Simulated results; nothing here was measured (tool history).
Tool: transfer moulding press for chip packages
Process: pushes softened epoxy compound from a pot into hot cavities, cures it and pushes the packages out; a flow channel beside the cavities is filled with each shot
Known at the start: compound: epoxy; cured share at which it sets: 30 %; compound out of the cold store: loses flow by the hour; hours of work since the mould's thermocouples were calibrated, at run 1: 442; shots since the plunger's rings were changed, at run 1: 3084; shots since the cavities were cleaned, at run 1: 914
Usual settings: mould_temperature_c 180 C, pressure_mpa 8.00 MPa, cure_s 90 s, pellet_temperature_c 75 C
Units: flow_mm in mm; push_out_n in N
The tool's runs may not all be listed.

run   hour  mould_temperature_c  pressure_mpa  cure_s  pellet_temperature_c  hours of work since the mould's thermocouples were calibrated  shots since the plunger's rings were changed  shots since the cavities were cleaned  incoming compound's hours out of the cold store  flow_mm  push_out_n
  1    0.0                  180          8.00      90                    75                                                            442                                          3084                                    914                                             33.3      750         485
      21.7  -- cavities cleaned with cleaning compound and waxed
  2   24.5                  180          8.00      90                    72                                                            453                                          3280                                     24                                             14.0      800         477
  3   49.0                  180          8.00      90                    72                                                            464                                          3490                                    234                                             22.5      782         503
  4   82.1                  180          8.00      90                    72                                                            479                                          3772                                    516                                             46.0      721         491
  5  103.6                  180          8.00      90                    72                                                            488                                          3956                                    700                                             27.8      767         483
     117.2  -- plunger's sealing rings changed
  6  123.1                  180          8.00      90                    72                                                            496                                            52                                    846                                             17.7      789         497
     154.5  -- cavities cleaned with cleaning compound and waxed
  7  163.4                  180          8.00      90                    75                                                            513                                           383                                     77                                             40.8      742         484
  8  192.0                  180          8.00      90                    75                                                            526                                           627                                    321                                             24.0      780         475
  9  213.7                  180          8.00      90                    75                                                            536                                           813                                    507                                             16.6      812         487
 10  248.5                  180          8.00      90                    79                                                            551                                          1110                                    804                                             47.8      733         486
     284.1  -- cavities cleaned with cleaning compound and waxed
 11  289.0                  174          8.00      90                    75                                                            569                                          1443                                     42                                             44.7      769         576
 12  319.1                  180          8.00      90                    75                                                            582                                          1700                                    299                                              8.7      814         497
 13  345.1                  180          8.00      90                    75                                                            594                                          1922                                    521                                             28.2      767         492
 14  380.5                  180          8.00      90                    75                                                            610                                          2224                                    823                                              8.4      820         504
     412.7  -- cavities cleaned with cleaning compound and waxed
 15  413.6                  186          8.00      90                    79                                                            624                                          2494                                      7                                             40.8      729         443
 16  443.7                  180          8.00      90                    71                                                            638                                          2752                                    265                                             10.1      810         501
 17  472.3                  178          6.07      74                    78                                                            650                                          2996                                    509                                             47.2      645         679
 18  506.7                  178          6.07      74                    78                                                            666                                          3290                                    803                                             19.8      694         705
 19  535.3                  176          6.07      74                    78                                                            679                                          3534                                   1047                                              9.7      706         873
     541.9  -- cavities cleaned with cleaning compound and waxed
 20  576.1                  179          8.00      90                    83                                                            696                                          3870                                    292                                             11.2      803         498
     598.2  -- plunger's sealing rings changed
 21  603.7                  177          8.00      90                    75                                                            708                                            47                                    506                                             17.8      799         535
 22  637.8                  186          8.19      82                    76                                                            723                                           339                                    798                                             41.9      736         461
 23  661.6                  186          8.19      82                    75                                                            734                                           542                                   1001                                             14.5      795         454
     673.9  -- cavities cleaned with cleaning compound and waxed
 24  702.7                  180          6.12      90                    75                                                            751                                           880                                    246                                             13.4      717         489
 25  731.4                  174          8.49      90                    75                                                            764                                          1125                                    491                                             26.6      819         625
 26  757.2                  174          8.49      90                    75                                                            776                                          1346                                    712                                             32.4      812         626
 27  778.8                  188          8.93      95                    82                                                            785                                          1530                                    896                                             19.9      813         431
 28  796.6                  188          8.93      73                    82                                                            793                                          1682                                   1048                                             23.5      799         473

Forecast each of these 4 alternatives for the next run:
     805.1  -- cavities cleaned with cleaning compound and waxed
     821.0  -- mould's thermocouples calibrated
  A  832.2                  188          6.08      73                    82                                                              5                                          1956                                    214                                             19.3        ?           ?
     805.1  -- cavities cleaned with cleaning compound and waxed
     821.0  -- mould's thermocouples calibrated
  B  832.2                  188          7.34     116                    82                                                              5                                          1956                                    214                                              8.9        ?           ?
     805.1  -- cavities cleaned with cleaning compound and waxed
     821.0  -- mould's thermocouples calibrated
  C  832.2                  188          8.93     124                    82                                                              5                                          1956                                    214                                             39.1        ?           ?
     805.1  -- cavities cleaned with cleaning compound and waxed
     821.0  -- mould's thermocouples calibrated
  D  832.2                  180          8.00      90                    73                                                              5                                          1956                                    214                                              8.5        ?           ?

run  flow_mm  push_out_n
  A      661         476
  B      766         440
  C      759         437
  D      824         481
Without the tool's hidden state the same runs would have given:
run  flow_mm  push_out_n
  A      662         473
  B      767         437
  C      760         435
  D      825         479

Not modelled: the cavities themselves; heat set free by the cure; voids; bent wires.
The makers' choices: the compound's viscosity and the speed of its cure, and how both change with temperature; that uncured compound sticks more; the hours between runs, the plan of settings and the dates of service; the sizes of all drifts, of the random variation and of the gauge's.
